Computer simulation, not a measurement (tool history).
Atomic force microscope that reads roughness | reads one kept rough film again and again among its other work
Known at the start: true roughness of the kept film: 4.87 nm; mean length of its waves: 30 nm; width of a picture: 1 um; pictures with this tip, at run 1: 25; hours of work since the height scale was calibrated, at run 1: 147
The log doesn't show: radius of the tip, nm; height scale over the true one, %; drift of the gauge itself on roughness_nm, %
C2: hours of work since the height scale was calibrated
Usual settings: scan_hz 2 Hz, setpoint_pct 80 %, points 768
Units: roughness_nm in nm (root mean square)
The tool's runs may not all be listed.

{"run": 1, "hour": 0.0, "scan_hz": 2, "setpoint_pct": 80, "points": 768, "pictures with this tip": 25, "C2": 147, "roughness_nm": 3.867}
{"run": 2, "hour": 11.7, "scan_hz": 2, "setpoint_pct": 84, "points": 768, "pictures with this tip": 39, "C2": 155, "roughness_nm": 3.753}
{"run": 3, "hour": 19.4, "scan_hz": 2, "setpoint_pct": 84, "points": 768, "pictures with this tip": 49, "C2": 160, "roughness_nm": 3.769}
{"run": 4, "hour": 35.5, "scan_hz": 2, "setpoint_pct": 84, "points": 768, "pictures with this tip": 69, "C2": 172, "roughness_nm": 3.818}
{"run": 5, "hour": 47.4, "scan_hz": 2, "setpoint_pct": 84, "points": 768, "pictures with this tip": 84, "C2": 180, "roughness_nm": 3.782}
{"run": 6, "hour": 59.8, "scan_hz": 2, "setpoint_pct": 65, "points": 768, "pictures with this tip": 100, "C2": 189, "roughness_nm": 4.142}
{"run": 7, "hour": 73.3, "scan_hz": 2, "setpoint_pct": 65, "points": 768, "pictures with this tip": 117, "C2": 199, "roughness_nm": 4.105}
{"run": 8, "hour": 81.6, "scan_hz": 2, "setpoint_pct": 75, "points": 768, "pictures with this tip": 127, "C2": 205, "roughness_nm": 3.975}
{"run": 9, "hour": 98.3, "scan_hz": 2, "setpoint_pct": 80, "points": 768, "pictures with this tip": 148, "C2": 217, "roughness_nm": 3.892}
{"run": 10, "hour": 113.6, "scan_hz": 2, "setpoint_pct": 80, "points": 768, "pictures with this tip": 168, "C2": 227, "roughness_nm": 3.818}
{"run": 11, "hour": 126.4, "scan_hz": 2, "setpoint_pct": 80, "points": 768, "pictures with this tip": 184, "C2": 237, "roughness_nm": 3.866}
{"run": 12, "hour": 143.2, "scan_hz": 2, "setpoint_pct": 80, "points": 768, "pictures with this tip": 205, "C2": 248, "roughness_nm": 3.877}
{"run": 13, "hour": 160.0, "scan_hz": 2, "setpoint_pct": 80, "points": 768, "pictures with this tip": 226, "C2": 260, "roughness_nm": 3.871}
{"hour": 164.6, "done": "new tip fitted"}
{"run": 14, "hour": 169.0, "scan_hz": 2, "setpoint_pct": 80, "points": 768, "pictures with this tip": 6, "C2": 266, "roughness_nm": 3.837}
{"run": 15, "hour": 183.3, "scan_hz": 2, "setpoint_pct": 80, "points": 768, "pictures with this tip": 24, "C2": 277, "roughness_nm": 3.871}
{"run": 16, "hour": 201.2, "scan_hz": 2, "setpoint_pct": 80, "points": 768, "pictures with this tip": 46, "C2": 289, "roughness_nm": 3.872}
{"run": 17, "hour": 218.6, "scan_hz": 2, "setpoint_pct": 80, "points": 768, "pictures with this tip": 68, "C2": 302, "roughness_nm": 3.869}
{"run": 18, "hour": 232.9, "scan_hz": 3.17, "setpoint_pct": 80, "points": 768, "pictures with this tip": 86, "C2": 312, "roughness_nm": 3.614}
{"run": 19, "hour": 245.9, "scan_hz": 2, "setpoint_pct": 80, "points": 934, "pictures with this tip": 102, "C2": 321, "roughness_nm": 3.883}
{"run": 20, "hour": 255.6, "scan_hz": 2, "setpoint_pct": 80, "points": 934, "pictures with this tip": 115, "C2": 328, "roughness_nm": 3.901}
{"run": 21, "hour": 266.0, "scan_hz": 1.35, "setpoint_pct": 78, "points": 768, "pictures with this tip": 128, "C2": 336, "roughness_nm": 4.06}
{"run": 22, "hour": 279.0, "scan_hz": 1.35, "setpoint_pct": 78, "points": 768, "pictures with this tip": 144, "C2": 345, "roughness_nm": 4.055}
{"run": 23, "hour": 292.1, "scan_hz": 1.35, "setpoint_pct": 78, "points": 768, "pictures with this tip": 160, "C2": 354, "roughness_nm": 4.063}
{"run": 24, "hour": 306.3, "scan_hz": 1.35, "setpoint_pct": 78, "points": 768, "pictures with this tip": 178, "C2": 364, "roughness_nm": 4.089}
{"run": 25, "hour": 313.7, "scan_hz": 0.74, "setpoint_pct": 56, "points": 503, "pictures with this tip": 188, "C2": 369, "roughness_nm": 4.328}
{"run": 26, "hour": 321.7, "scan_hz": 2, "setpoint_pct": 80, "points": 985, "pictures with this tip": 198, "C2": 375, "roughness_nm": 3.902}
{"run": 27, "hour": 331.1, "scan_hz": 0.76, "setpoint_pct": 69, "points": 768, "pictures with this tip": 210, "C2": 382, "roughness_nm": 4.265}
{"run": 28, "hour": 339.5, "scan_hz": 0.76, "setpoint_pct": 69, "points": 768, "pictures with this tip": 220, "C2": 388, "roughness_nm": 4.247}
{"hour": 348.7, "done": "new tip fitted"}
{"run": 29, "hour": 353.8, "scan_hz": 0.76, "setpoint_pct": 90, "points": 345, "pictures with this tip": 6, "C2": 398, "roughness_nm": 4.057}
{"run": 30, "hour": 361.5, "scan_hz": 0.76, "setpoint_pct": 90, "points": 345, "pictures with this tip": 16, "C2": 403, "roughness_nm": 4.037}
{"run": 31, "hour": 373.0, "scan_hz": 1.15, "setpoint_pct": 60, "points": 768, "pictures with this tip": 31, "C2": 411, "roughness_nm": 4.324}
{"run": 32, "hour": 380.9, "scan_hz": 2.05, "setpoint_pct": 66, "points": 885, "pictures with this tip": 41, "C2": 417, "roughness_nm": 4.141}
{"run": 33, "hour": 390.7, "scan_hz": 2.05, "setpoint_pct": 66, "points": 885, "pictures with this tip": 53, "C2": 424, "roughness_nm": 4.137}
{"run": 34, "hour": 407.7, "scan_hz": 2.43, "setpoint_pct": 73, "points": 294, "pictures with this tip": 74, "C2": 436, "roughness_nm": 3.9}
{"run": 35, "hour": 418.8, "scan_hz": 2.84, "setpoint_pct": 73, "points": 294, "pictures with this tip": 88, "C2": 444, "roughness_nm": 3.819}
{"run": 36, "hour": 431.7, "scan_hz": 0.96, "setpoint_pct": 69, "points": 294, "pictures with this tip": 104, "C2": 453, "roughness_nm": 4.197}
{"run": 37, "hour": 448.4, "scan_hz": 0.51, "setpoint_pct": 59, "points": 745, "pictures with this tip": 125, "C2": 465, "roughness_nm": 4.332}
{"run": 38, "hour": 459.6, "scan_hz": 0.53, "setpoint_pct": 60, "points": 915, "pictures with this tip": 140, "C2": 473, "roughness_nm": 4.328}

4 ways to go on from here, each from the tool as it stands after run 38. What would each give?
{"run": "A", "hour": 474.9, "scan_hz": 0.68, "setpoint_pct": 58, "points": 915, "pictures with this tip": 159, "C2": 484, "roughness_nm": "?"}
{"run": "B", "hour": 474.9, "scan_hz": 2, "setpoint_pct": 80, "points": 567, "pictures with this tip": 159, "C2": 484, "roughness_nm": "?"}
{"run": "C", "hour": 474.9, "scan_hz": 0.53, "setpoint_pct": 77, "points": 820, "pictures with this tip": 159, "C2": 484, "roughness_nm": "?"}
{"run": "D", "hour": 474.9, "scan_hz": 0.53, "setpoint_pct": 57, "points": 915, "pictures with this tip": 159, "C2": 484, "roughness_nm": "?"}

run=A roughness_nm=4.349
run=B roughness_nm=3.843
run=C roughness_nm=4.267
run=D roughness_nm=4.366
Without the tool's hidden state the same runs would have given:
run=A roughness_nm=4.355
run=B roughness_nm=3.848
run=C roughness_nm=4.272
run=D roughness_nm=4.372
